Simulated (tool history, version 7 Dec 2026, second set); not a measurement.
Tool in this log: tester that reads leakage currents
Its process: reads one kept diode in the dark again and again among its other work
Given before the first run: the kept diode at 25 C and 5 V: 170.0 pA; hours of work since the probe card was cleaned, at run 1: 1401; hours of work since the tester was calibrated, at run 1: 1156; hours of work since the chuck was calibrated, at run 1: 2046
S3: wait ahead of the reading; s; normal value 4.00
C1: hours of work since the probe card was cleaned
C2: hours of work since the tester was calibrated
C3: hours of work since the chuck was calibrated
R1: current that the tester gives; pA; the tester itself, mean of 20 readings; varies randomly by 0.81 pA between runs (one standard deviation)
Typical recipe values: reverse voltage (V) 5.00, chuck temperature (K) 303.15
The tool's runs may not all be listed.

Run 1, hour 0.0: usual settings; C1 1401; C2 1156; C3 2046. Result: R1 270.47 pA.
At hour 61.7: probe card cleaned and baked.
Run 2, hour 78.3: usual settings; C1 12; C2 1209; C3 2100. Result: R1 269.96 pA.
Run 3, hour 152.8: usual settings; C1 64; C2 1262; C3 2152. Result: R1 270.03 pA.
Run 4, hour 224.4: usual settings; C1 115; C2 1312; C3 2203. Result: R1 269.38 pA.
At hour 270.1: chuck's temperature calibrated.
Run 5, hour 351.1: usual settings; C1 203; C2 1400; C3 57. Result: R1 271.26 pA.
Run 6, hour 413.9: usual settings; C1 247; C2 1444; C3 102. Result: R1 271.92 pA.
Run 7, hour 481.8: usual settings but reverse voltage (V) 1.99; C1 295; C2 1492; C3 149. Result: R1 191.67 pA.
Run 8, hour 595.8: usual settings but reverse voltage (V) 1.99; C1 376; C2 1573; C3 230. Result: R1 191.79 pA.
Run 9, hour 660.4: usual settings but reverse voltage (V) 1.99; C1 421; C2 1618; C3 275. Result: R1 191.41 pA.
Run 10, hour 748.9: usual settings; C1 484; C2 1681; C3 338. Result: R1 269.82 pA.
Run 11, hour 824.3: usual settings; C1 537; C2 1734; C3 391. Result: R1 270.29 pA.
Run 12, hour 909.2: usual settings but reverse voltage (V) 4.30; C1 597; C2 1794; C3 451. Result: R1 254.27 pA.
Run 13, hour 1038.8: usual settings but reverse voltage (V) 7.96, S3 2.05 s; C1 688; C2 1885; C3 542. Result: R1 321.70 pA.
Run 14, hour 1132.6: usual settings but reverse voltage (V) 3.07, S3 1.45 s; C1 754; C2 1952; C3 609. Result: R1 225.11 pA.
Run 15, hour 1205.2: usual settings but reverse voltage (V) 3.07, S3 1.45 s; C1 806; C2 2003; C3 660. Result: R1 226.42 pA.
Run 16, hour 1330.7: usual settings but reverse voltage (V) 11.81, chuck temperature (K) 323.15, S3 4.97 s; C1 894; C2 2091; C3 748. Result: R1 2042.86 pA.
Run 17, hour 1427.8: usual settings but chuck temperature (K) 310.15, S3 0.39 s; C1 963; C2 2160; C3 817. Result: R1 506.62 pA.
Run 18, hour 1546.1: usual settings but chuck temperature (K) 310.15, S3 0.39 s; C1 1046; C2 2243; C3 900. Result: R1 503.35 pA.
Run 19, hour 1605.5: usual settings but reverse voltage (V) 11.11, chuck temperature (K) 312.15, S3 1.87 s; C1 1088; C2 2285; C3 942. Result: R1 803.53 pA.
Run 20, hour 1686.8: usual settings but reverse voltage (V) 2.34, chuck temperature (K) 315.15; C1 1145; C2 2343; C3 1000. Result: R1 583.45 pA.
Run 21, hour 1816.6: usual settings but chuck temperature (K) 328.15, S3 0.32 s; C1 1237; C2 2434; C3 1091. Result: R1 2206.71 pA.
Run 22, hour 1873.5: usual settings but reverse voltage (V) 3.24, chuck temperature (K) 323.15, S3 1.69 s; C1 1277; C2 2474; C3 1132. Result: R1 1264.10 pA.
Run 23, hour 1953.4: usual settings but reverse voltage (V) 9.24, chuck temperature (K) 324.15, S3 1.49 s; C1 1334; C2 2531; C3 1188. Result: R1 2027.09 pA.

Forecast each of these 4 alternatives for the next run:
Run A, hour 2040.0: usual settings but reverse voltage (V) 13.03, chuck temperature (K) 318.15, S3 1.76 s; C1 1395; C2 2592; C3 1249. Result: R1 ?.
Run B, hour 2040.0: usual settings but reverse voltage (V) 5.60, chuck temperature (K) 294.15, S3 5.04 s; C1 1395; C2 2592; C3 1249. Result: R1 ?.
Run C, hour 2040.0: usual settings but reverse voltage (V) 2.40; C1 1395; C2 2592; C3 1249. Result: R1 ?.
Run D, hour 2040.0: usual settings but reverse voltage (V) 1.91, chuck temperature (K) 324.15, S3 1.11 s; C1 1395; C2 2592; C3 1249. Result: R1 ?.

run       R1
  A  1416.74
  B   121.16
  C   205.56
  D  1126.14
With no hidden state in the tool, these same runs would have given:
run       R1
  A  1418.74
  B   121.13
  C   205.85
  D  1128.11
